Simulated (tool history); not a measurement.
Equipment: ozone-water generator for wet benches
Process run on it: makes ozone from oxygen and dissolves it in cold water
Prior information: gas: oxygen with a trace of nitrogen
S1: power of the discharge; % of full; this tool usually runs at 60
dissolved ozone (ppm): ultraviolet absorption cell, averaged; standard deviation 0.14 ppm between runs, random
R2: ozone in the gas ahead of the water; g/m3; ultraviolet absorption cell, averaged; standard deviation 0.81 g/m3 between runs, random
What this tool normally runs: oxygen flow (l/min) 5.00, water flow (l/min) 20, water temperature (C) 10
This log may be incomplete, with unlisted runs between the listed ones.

run 1 hour=0.0 | S1=60 oxygen_flow_(l/min)=5.00 water_flow_(l/min)=20 water_temperature_(C)=10 | dissolved_ozone_(ppm)=15.8 R2=123.0
run 2 hour=71.0 | S1=60 oxygen_flow_(l/min)=5.00 water_flow_(l/min)=20 water_temperature_(C)=10 | dissolved_ozone_(ppm)=15.6 R2=121.6
run 3 hour=127.5 | S1=60 oxygen_flow_(l/min)=5.00 water_flow_(l/min)=20 water_temperature_(C)=10 | dissolved_ozone_(ppm)=15.7 R2=122.5
run 4 hour=200.2 | S1=60 oxygen_flow_(l/min)=5.00 water_flow_(l/min)=20 water_temperature_(C)=10 | dissolved_ozone_(ppm)=15.8 R2=123.1
run 5 hour=271.9 | S1=60 oxygen_flow_(l/min)=5.00 water_flow_(l/min)=20 water_temperature_(C)=10 | dissolved_ozone_(ppm)=15.8 R2=120.5
run 6 hour=354.9 | S1=60 oxygen_flow_(l/min)=5.00 water_flow_(l/min)=20 water_temperature_(C)=10 | dissolved_ozone_(ppm)=15.4 R2=120.5
run 7 hour=436.8 | S1=60 oxygen_flow_(l/min)=5.00 water_flow_(l/min)=13 water_temperature_(C)=10 | dissolved_ozone_(ppm)=21.9 R2=120.9
run 8 hour=517.0 | S1=60 oxygen_flow_(l/min)=5.00 water_flow_(l/min)=13 water_temperature_(C)=10 | dissolved_ozone_(ppm)=22.1 R2=120.9
run 9 hour=583.0 | S1=60 oxygen_flow_(l/min)=5.00 water_flow_(l/min)=13 water_temperature_(C)=9 | dissolved_ozone_(ppm)=22.2 R2=121.9
run 10 hour=676.2 | S1=68 oxygen_flow_(l/min)=5.00 water_flow_(l/min)=20 water_temperature_(C)=10 | dissolved_ozone_(ppm)=17.0 R2=134.8
run 11 hour=746.2 | S1=68 oxygen_flow_(l/min)=5.00 water_flow_(l/min)=20 water_temperature_(C)=10 | dissolved_ozone_(ppm)=17.3 R2=135.1
run 12 hour=827.7 | S1=60 oxygen_flow_(l/min)=5.00 water_flow_(l/min)=14 water_temperature_(C)=10 | dissolved_ozone_(ppm)=20.9 R2=122.0
run 13 hour=926.7 | S1=60 oxygen_flow_(l/min)=5.00 water_flow_(l/min)=20 water_temperature_(C)=10 | dissolved_ozone_(ppm)=15.7 R2=121.7
run 14 hour=988.8 | S1=60 oxygen_flow_(l/min)=5.00 water_flow_(l/min)=20 water_temperature_(C)=10 | dissolved_ozone_(ppm)=15.5 R2=120.0
run 15 hour=1077.7 | S1=60 oxygen_flow_(l/min)=5.00 water_flow_(l/min)=20 water_temperature_(C)=10 | dissolved_ozone_(ppm)=15.2 R2=121.4
run 16 hour=1141.9 | S1=60 oxygen_flow_(l/min)=5.00 water_flow_(l/min)=20 water_temperature_(C)=15 | dissolved_ozone_(ppm)=14.4 R2=119.3
run 17 hour=1211.2 | S1=60 oxygen_flow_(l/min)=5.00 water_flow_(l/min)=20 water_temperature_(C)=15 | dissolved_ozone_(ppm)=14.4 R2=120.9
run 18 hour=1266.7 | S1=64 oxygen_flow_(l/min)=5.00 water_flow_(l/min)=25 water_temperature_(C)=15 | dissolved_ozone_(ppm)=12.3 R2=126.1
run 19 hour=1354.8 | S1=64 oxygen_flow_(l/min)=5.00 water_flow_(l/min)=25 water_temperature_(C)=15 | dissolved_ozone_(ppm)=12.4 R2=125.5
-- hour=1381.3 contactor cleaned
run 20 hour=1466.6 | S1=64 oxygen_flow_(l/min)=2.61 water_flow_(l/min)=20 water_temperature_(C)=15 | dissolved_ozone_(ppm)=14.9 R2=185.8
run 21 hour=1545.7 | S1=60 oxygen_flow_(l/min)=5.00 water_flow_(l/min)=19 water_temperature_(C)=8 | dissolved_ozone_(ppm)=16.7 R2=119.5
run 22 hour=1648.7 | S1=60 oxygen_flow_(l/min)=5.00 water_flow_(l/min)=18 water_temperature_(C)=8 | dissolved_ozone_(ppm)=17.4 R2=118.8
run 23 hour=1726.0 | S1=86 oxygen_flow_(l/min)=7.03 water_flow_(l/min)=20 water_temperature_(C)=12 | dissolved_ozone_(ppm)=19.8 R2=128.9
run 24 hour=1832.3 | S1=63 oxygen_flow_(l/min)=5.01 water_flow_(l/min)=15 water_temperature_(C)=10 | dissolved_ozone_(ppm)=20.4 R2=121.4
run 25 hour=1906.5 | S1=77 oxygen_flow_(l/min)=5.00 water_flow_(l/min)=20 water_temperature_(C)=10 | dissolved_ozone_(ppm)=18.6 R2=143.2
run 26 hour=1970.3 | S1=64 oxygen_flow_(l/min)=5.00 water_flow_(l/min)=20 water_temperature_(C)=10 | dissolved_ozone_(ppm)=16.2 R2=126.0
run 27 hour=2075.8 | S1=60 oxygen_flow_(l/min)=6.43 water_flow_(l/min)=15 water_temperature_(C)=10 | dissolved_ozone_(ppm)=19.1 R2=101.6
run 28 hour=2132.0 | S1=60 oxygen_flow_(l/min)=6.43 water_flow_(l/min)=15 water_temperature_(C)=10 | dissolved_ozone_(ppm)=19.0 R2=101.7
run 29 hour=2233.2 | S1=71 oxygen_flow_(l/min)=2.77 water_flow_(l/min)=20 water_temperature_(C)=10 | dissolved_ozone_(ppm)=16.4 R2=190.7
run 30 hour=2293.6 | S1=77 oxygen_flow_(l/min)=2.77 water_flow_(l/min)=16 water_temperature_(C)=12 | dissolved_ozone_(ppm)=21.4 R2=204.8
run 31 hour=2381.8 | S1=82 oxygen_flow_(l/min)=5.00 water_flow_(l/min)=20 water_temperature_(C)=6 | dissolved_ozone_(ppm)=20.4 R2=148.8

Run 32 has not been measured yet. What should we expect?
run 32 hour=2485.7 | S1=53 oxygen_flow_(l/min)=2.93 water_flow_(l/min)=20 water_temperature_(C)=12 | dissolved_ozone_(ppm)=? R2=?

dissolved ozone (ppm): 12.9
R2: 146.1 g/m3
The same run, on a tool lacking any hidden state, would have yielded dissolved ozone (ppm) 14.0, R2 157.2 g/m3.
